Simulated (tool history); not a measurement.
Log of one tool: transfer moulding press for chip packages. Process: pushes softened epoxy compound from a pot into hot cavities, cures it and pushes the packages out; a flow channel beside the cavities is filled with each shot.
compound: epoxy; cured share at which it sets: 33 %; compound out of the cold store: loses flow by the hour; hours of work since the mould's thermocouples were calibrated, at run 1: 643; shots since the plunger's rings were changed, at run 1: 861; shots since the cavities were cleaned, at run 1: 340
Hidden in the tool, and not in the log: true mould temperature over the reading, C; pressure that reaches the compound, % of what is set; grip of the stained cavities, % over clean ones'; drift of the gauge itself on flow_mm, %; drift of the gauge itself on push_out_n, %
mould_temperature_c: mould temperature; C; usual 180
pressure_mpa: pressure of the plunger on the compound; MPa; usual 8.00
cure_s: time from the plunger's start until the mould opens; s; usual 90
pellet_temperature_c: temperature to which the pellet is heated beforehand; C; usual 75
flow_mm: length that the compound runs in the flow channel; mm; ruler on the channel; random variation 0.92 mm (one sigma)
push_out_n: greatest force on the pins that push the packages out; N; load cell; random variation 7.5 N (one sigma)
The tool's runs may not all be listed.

run	hour	mould_temperature_c	pressure_mpa	cure_s	pellet_temperature_c	hours of work since the mould's thermocouples were calibrated	shots since the plunger's rings were changed	shots since the cavities were cleaned	incoming compound's hours out of the cold store	flow_mm	push_out_n
1	0.0	180	8.00	90	75	643	861	340	40.0	592.6	489
# hour 37.6: mould's thermocouples calibrated
# hour 54.6: cavities cleaned with cleaning compound and waxed
2	71.9	180	8.00	90	75	26	1857	252	17.8	660.3	789
3	105.8	177	8.00	90	75	53	2352	747	29.9	624.6	917
# hour 130.9: cavities cleaned with cleaning compound and waxed
4	164.7	177	8.00	90	72	98	3189	493	12.4	681.0	746
5	199.1	177	8.00	90	72	126	3691	995	17.0	663.7	883
# hour 204.4: cavities cleaned with cleaning compound and waxed
# hour 210.1: plunger's sealing rings changed
6	246.9	177	8.00	90	72	160	535	582	42.8	591.9	695
# hour 282.4: cavities cleaned with cleaning compound and waxed, once more
7	299.0	180	8.00	90	75	200	1274	243	44.3	578.0	454
8	349.3	180	8.00	90	75	240	2007	976	32.2	612.3	680
# hour 357.2: cavities cleaned with cleaning compound and waxed
9	402.6	180	8.00	90	75	281	2762	662	17.5	656.4	668
# hour 433.8: cavities cleaned with cleaning compound and waxed
10	465.8	180	8.00	90	75	330	3662	467	47.6	557.6	533
# hour 475.9: plunger's sealing rings changed
# hour 510.5: cavities cleaned with cleaning compound and waxed
11	510.5	180	8.00	90	75	362	482	0	30.2	625.3	332
12	541.0	180	8.00	90	75	386	927	445	11.0	690.0	587
# hour 583.9: cavities cleaned with cleaning compound and waxed
13	589.9	180	8.00	90	75	424	1618	88	29.7	620.0	391
14	632.0	180	8.00	90	75	457	2231	701	42.4	579.5	591
# hour 657.6: cavities cleaned with cleaning compound and waxed
15	678.6	177	8.00	75	66	493	2888	306	17.0	667.1	1041
# hour 734.6: cavities cleaned with cleaning compound and waxed
# hour 744.5: plunger's sealing rings changed
16	744.5	180	8.00	90	68	542	0	107	28.1	633.3	403
17	773.1	177	7.22	120	71	565	417	524	30.5	599.8	421
# hour 813.8: cavities cleaned with cleaning compound and waxed
18	838.8	177	7.22	120	71	615	1353	365	42.4	561.8	366
# hour 887.8: cavities cleaned with cleaning compound and waxed
19	908.3	177	7.22	120	71	669	2345	299	20.1	626.3	363
# hour 915.4: mould's thermocouples calibrated
20	949.8	188	8.00	88	75	27	2920	874	13.7	643.9	437
# hour 963.5: cavities cleaned with cleaning compound and waxed
21	998.3	175	8.25	88	77	64	3605	507	32.2	623.5	816
# hour 1016.8: plunger's sealing rings changed
22	1034.1	175	8.25	88	77	91	251	992	22.0	676.1	1003
# hour 1039.5: cavities cleaned with cleaning compound and waxed
23	1071.3	175	8.25	88	77	119	772	464	21.2	675.5	850
# hour 1117.1: cavities cleaned with cleaning compound and waxed
24	1128.6	180	6.53	90	73	163	1586	168	31.4	554.4	394
25	1169.3	172	6.53	95	72	195	2179	761	11.9	634.8	1098
# hour 1192.4: cavities cleaned with cleaning compound and waxed
26	1200.4	188	7.11	90	82	219	2610	116	41.7	525.7	261

4 ways to go on from here, each from the tool as it stands after run 26. What would each give?
A	1263.6	186	8.00	90	75	269	3532	1038	46.0	?	?
B	1263.6	177	7.43	90	75	269	3532	1038	25.4	?	?
C	1263.6	184	9.79	90	77	269	3532	1038	31.4	?	?
D	1263.6	188	6.36	96	75	269	3532	1038	42.3	?	?

run	flow_mm	push_out_n
A	548.1	465
B	609.9	806
C	658.2	528
D	493.8	427
Without the tool's hidden state the same runs would have given:
run	flow_mm	push_out_n
A	563.1	218
B	626.6	383
C	676.2	253
D	507.4	203
